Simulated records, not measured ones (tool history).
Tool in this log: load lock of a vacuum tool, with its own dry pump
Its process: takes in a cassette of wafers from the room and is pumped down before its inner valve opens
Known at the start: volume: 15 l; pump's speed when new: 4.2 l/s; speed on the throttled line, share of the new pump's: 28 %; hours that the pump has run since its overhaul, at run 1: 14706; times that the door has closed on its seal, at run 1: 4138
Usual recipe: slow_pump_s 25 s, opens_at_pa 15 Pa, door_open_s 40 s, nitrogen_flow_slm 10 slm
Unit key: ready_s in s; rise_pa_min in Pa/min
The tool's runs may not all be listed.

run,hour,slow_pump_s,opens_at_pa,door_open_s,nitrogen_flow_slm,hours that the pump has run since its overhaul,times that the door has closed on its seal,"incoming humidity of the room's air, %",ready_s,rise_pa_min
1,0.0,25,15,40,10,14706,4138,43.0,53.9,0.080
2,179.9,25,15,40,6,14885,4342,46.4,52.6,0.084
3,386.3,25,22,40,10,15092,4575,47.2,50.7,0.085
4,662.3,25,22,40,10,15368,4887,45.1,51.4,0.085
5,793.8,25,22,40,10,15499,5036,41.9,50.8,0.076
6,939.5,25,22,40,10,15645,5201,44.8,51.4,0.085
7,1206.6,25,22,40,10,15912,5503,46.9,51.2,0.082
8,1345.6,25,22,40,10,16051,5660,43.6,51.6,0.086
9,1485.6,25,22,40,10,16191,5819,47.3,52.2,0.088
10,1748.6,25,22,40,10,16454,6116,46.0,51.9,0.085
11,2043.0,25,22,40,10,16749,6449,43.2,52.5,0.083
12,2187.3,25,22,40,10,16893,6612,41.5,52.0,0.081
13,2353.3,25,22,40,10,17059,6800,46.1,51.4,0.090
# hour 2391.9: dry pump taken out, an overhauled one fitted
14,2651.0,27,15,40,10,259,7130,43.0,50.8,0.087
15,2806.4,18,23,41,8,414,7306,42.5,42.9,0.091
16,3107.7,29,15,40,37,716,7647,44.3,52.6,0.066
17,3241.4,13,11,44,14,849,7798,42.9,42.8,0.087
18,3453.7,41,24,101,13,1062,8038,44.8,59.2,0.131
19,3714.0,41,24,101,13,1322,8333,47.6,59.6,0.135
20,3873.6,35,21,145,23,1482,8513,45.8,55.7,0.130
21,4110.5,16,14,40,10,1719,8781,41.9,43.3,0.086
22,4374.2,12,11,39,15,1982,9079,45.7,41.8,0.090
23,4608.8,25,10,178,30,2217,9345,42.9,51.3,0.132
24,4913.5,25,10,178,30,2522,9689,45.8,51.1,0.132
25,5040.8,25,10,178,30,2649,9833,45.0,51.9,0.139

Below are 4 alternative next runs, each starting from the tool's condition after run 25. Predict each:
A,5274.2,25,11,48,22,2882,10097,40.5,?,?
B,5274.2,42,10,178,17,2882,10097,43.7,?,?
C,5274.2,16,10,36,5,2882,10097,41.7,?,?
D,5274.2,25,24,103,21,2882,10097,45.6,?,?

run,ready_s,rise_pa_min
A,51.7,0.080
B,63.7,0.165
C,45.6,0.098
D,48.1,0.122
With the hidden condition removed and each run's random variation left untouched, the same runs would have given:
run,ready_s,rise_pa_min
A,51.4,0.043
B,63.4,0.128
C,45.2,0.061
D,47.8,0.085

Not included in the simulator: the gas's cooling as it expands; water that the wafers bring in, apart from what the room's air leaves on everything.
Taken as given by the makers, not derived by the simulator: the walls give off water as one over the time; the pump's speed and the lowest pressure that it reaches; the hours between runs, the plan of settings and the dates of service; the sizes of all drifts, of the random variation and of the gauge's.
